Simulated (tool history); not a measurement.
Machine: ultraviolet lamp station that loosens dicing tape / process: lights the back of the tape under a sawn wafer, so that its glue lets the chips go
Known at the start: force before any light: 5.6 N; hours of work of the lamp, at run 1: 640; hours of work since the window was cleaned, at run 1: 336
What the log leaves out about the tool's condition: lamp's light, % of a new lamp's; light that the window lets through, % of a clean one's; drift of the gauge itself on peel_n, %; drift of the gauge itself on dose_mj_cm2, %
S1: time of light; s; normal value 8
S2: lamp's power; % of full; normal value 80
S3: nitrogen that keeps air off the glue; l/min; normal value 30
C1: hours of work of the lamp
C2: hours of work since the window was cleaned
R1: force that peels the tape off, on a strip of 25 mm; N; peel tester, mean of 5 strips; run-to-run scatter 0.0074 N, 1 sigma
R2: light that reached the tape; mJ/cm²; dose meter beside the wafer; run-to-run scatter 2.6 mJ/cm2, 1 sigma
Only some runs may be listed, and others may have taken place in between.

{"run": 1, "day": 0.0, "S1": 8, "S2": 80, "S3": 30, "C1": 640, "C2": 336, "R1": 0.284, "R2": 317}
{"day": 1.308, "done": "window cleaned of glue's vapour"}
{"run": 2, "day": 2.238, "S1": 8, "S2": 80, "S3": 30, "C1": 675, "C2": 15, "R1": 0.282, "R2": 319}
{"run": 3, "day": 4.133, "S1": 8, "S2": 80, "S3": 30, "C1": 705, "C2": 45, "R1": 0.271, "R2": 317}
{"run": 4, "day": 5.775, "S1": 8, "S2": 80, "S3": 30, "C1": 731, "C2": 71, "R1": 0.262, "R2": 315}
{"run": 5, "day": 7.042, "S1": 8, "S2": 80, "S3": 57, "C1": 751, "C2": 91, "R1": 0.224, "R2": 315}
{"run": 6, "day": 9.471, "S1": 8, "S2": 80, "S3": 9, "C1": 790, "C2": 129, "R1": 0.537, "R2": 320}
{"run": 7, "day": 11.979, "S1": 4, "S2": 80, "S3": 30, "C1": 829, "C2": 169, "R1": 0.941, "R2": 157}
{"run": 8, "day": 13.629, "S1": 4, "S2": 80, "S3": 30, "C1": 856, "C2": 195, "R1": 0.963, "R2": 161}
{"run": 9, "day": 15.342, "S1": 4, "S2": 80, "S3": 30, "C1": 883, "C2": 223, "R1": 0.97, "R2": 160}
{"run": 10, "day": 17.821, "S1": 4, "S2": 80, "S3": 30, "C1": 922, "C2": 262, "R1": 0.914, "R2": 159}
{"run": 11, "day": 19.304, "S1": 8, "S2": 80, "S3": 30, "C1": 946, "C2": 285, "R1": 0.28, "R2": 319}
{"run": 12, "day": 21.875, "S1": 8, "S2": 80, "S3": 30, "C1": 986, "C2": 326, "R1": 0.283, "R2": 318}
{"day": 23.8, "done": "window cleaned of glue's vapour"}
{"run": 13, "day": 23.8, "S1": 7, "S2": 80, "S3": 30, "C1": 1017, "C2": 0, "R1": 0.328, "R2": 278}
{"run": 14, "day": 25.842, "S1": 7, "S2": 80, "S3": 30, "C1": 1049, "C2": 32, "R1": 0.334, "R2": 283}
{"run": 15, "day": 28.467, "S1": 7, "S2": 80, "S3": 30, "C1": 1091, "C2": 74, "R1": 0.343, "R2": 279}
{"run": 16, "day": 29.638, "S1": 8, "S2": 100, "S3": 30, "C1": 1109, "C2": 93, "R1": 0.204, "R2": 399}
{"run": 17, "day": 31.758, "S1": 8, "S2": 100, "S3": 30, "C1": 1143, "C2": 126, "R1": 0.203, "R2": 396}
{"run": 18, "day": 33.688, "S1": 8, "S2": 80, "S3": 21, "C1": 1173, "C2": 157, "R1": 0.329, "R2": 319}
{"run": 19, "day": 36.092, "S1": 14, "S2": 80, "S3": 30, "C1": 1211, "C2": 195, "R1": 0.173, "R2": 556}
{"run": 20, "day": 37.217, "S1": 14, "S2": 80, "S3": 30, "C1": 1229, "C2": 213, "R1": 0.162, "R2": 556}
{"run": 21, "day": 38.904, "S1": 14, "S2": 80, "S3": 30, "C1": 1256, "C2": 240, "R1": 0.177, "R2": 558}
{"run": 22, "day": 40.112, "S1": 14, "S2": 80, "S3": 30, "C1": 1275, "C2": 259, "R1": 0.175, "R2": 550}
{"run": 23, "day": 41.275, "S1": 15, "S2": 72, "S3": 30, "C1": 1294, "C2": 277, "R1": 0.171, "R2": 537}

Predict the results of run 24:
{"run": 24, "day": 43.267, "S1": 8, "S2": 65, "S3": 17, "C1": 1325, "C2": 309, "R1": "?", "R2": "?"}

R1: 0.535 N
R2: 257 mJ/cm²
Without the tool's hidden state the same run would have given R1 0.532 N, R2 258 mJ/cm².

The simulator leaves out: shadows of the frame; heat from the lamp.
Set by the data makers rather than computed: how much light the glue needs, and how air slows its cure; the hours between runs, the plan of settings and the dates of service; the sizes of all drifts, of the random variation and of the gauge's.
